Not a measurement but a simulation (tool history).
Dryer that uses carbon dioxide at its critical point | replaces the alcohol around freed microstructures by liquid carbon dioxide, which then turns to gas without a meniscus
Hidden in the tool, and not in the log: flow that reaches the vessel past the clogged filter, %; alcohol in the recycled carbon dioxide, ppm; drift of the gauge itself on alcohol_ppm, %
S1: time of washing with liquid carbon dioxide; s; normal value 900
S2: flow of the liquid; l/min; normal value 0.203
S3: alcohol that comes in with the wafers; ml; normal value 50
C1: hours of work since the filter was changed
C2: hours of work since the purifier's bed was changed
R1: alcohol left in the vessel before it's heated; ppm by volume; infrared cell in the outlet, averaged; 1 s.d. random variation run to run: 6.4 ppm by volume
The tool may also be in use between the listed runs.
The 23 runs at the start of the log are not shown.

run 24 hour=664.1 | S1=900 S2=0.236 S3=50 | C1=424 C2=282 | R1=324
run 25 hour=683.3 | S1=1260 S2=0.203 S3=106 | C1=436 C2=294 | R1=236
run 26 hour=719.1 | S1=1260 S2=0.203 S3=106 | C1=458 C2=317 | R1=240
run 27 hour=745.4 | S1=1440 S2=0.203 S3=113 | C1=475 C2=333 | R1=136
run 28 hour=765.8 | S1=660 S2=0.163 S3=53 | C1=488 C2=346 | R1=5693
-- hour=784.9 inlet filter changed
run 29 hour=786.3 | S1=1380 S2=0.122 S3=54 | C1=1 C2=359 | R1=487
run 30 hour=821.9 | S1=600 S2=0.177 S3=91 | C1=23 C2=381 | R1=6044
run 31 hour=856.1 | S1=660 S2=0.203 S3=90 | C1=45 C2=403 | R1=2460
run 32 hour=872.2 | S1=900 S2=0.267 S3=42 | C1=55 C2=413 | R1=117
run 33 hour=890.8 | S1=720 S2=0.155 S3=24 | C1=67 C2=425 | R1=1452
run 34 hour=914.7 | S1=720 S2=0.155 S3=24 | C1=82 C2=440 | R1=1438
run 35 hour=944.0 | S1=720 S2=0.155 S3=24 | C1=101 C2=458 | R1=1459
run 36 hour=968.4 | S1=720 S2=0.155 S3=24 | C1=116 C2=474 | R1=1551
run 37 hour=1000.1 | S1=720 S2=0.155 S3=24 | C1=136 C2=494 | R1=1563
run 38 hour=1023.8 | S1=1020 S2=0.220 S3=77 | C1=151 C2=509 | R1=240
run 39 hour=1044.8 | S1=900 S2=0.219 S3=91 | C1=165 C2=522 | R1=533
run 40 hour=1077.5 | S1=900 S2=0.132 S3=82 | C1=185 C2=543 | R1=4355
run 41 hour=1094.0 | S1=1260 S2=0.132 S3=82 | C1=196 C2=553 | R1=1118
run 42 hour=1124.0 | S1=780 S2=0.198 S3=49 | C1=215 C2=572 | R1=1047
run 43 hour=1141.7 | S1=780 S2=0.198 S3=49 | C1=226 C2=584 | R1=1053
run 44 hour=1160.7 | S1=780 S2=0.198 S3=49 | C1=238 C2=596 | R1=1087
run 45 hour=1191.4 | S1=780 S2=0.198 S3=72 | C1=258 C2=615 | R1=1605
run 46 hour=1212.4 | S1=780 S2=0.198 S3=72 | C1=271 C2=628 | R1=1652
run 47 hour=1241.4 | S1=960 S2=0.153 S3=78 | C1=289 C2=647 | R1=2216

Alternative continuations, all from the tool just after run 47; predict every row:
run A hour=1265.9 | S1=660 S2=0.203 S3=50 | C1=305 C2=662 | R1=?
run B hour=1265.9 | S1=720 S2=0.228 S3=24 | C1=305 C2=662 | R1=?
run C hour=1265.9 | S1=720 S2=0.174 S3=43 | C1=305 C2=662 | R1=?
run D hour=1265.9 | S1=960 S2=0.209 S3=46 | C1=305 C2=662 | R1=?

run=A R1=2139
run=B R1=510
run=C R1=2355
run=D R1=378
What these runs would have given with no unlogged condition in the tool:
run=A R1=1256
run=B R1=227
run=C R1=1433
run=D R1=135
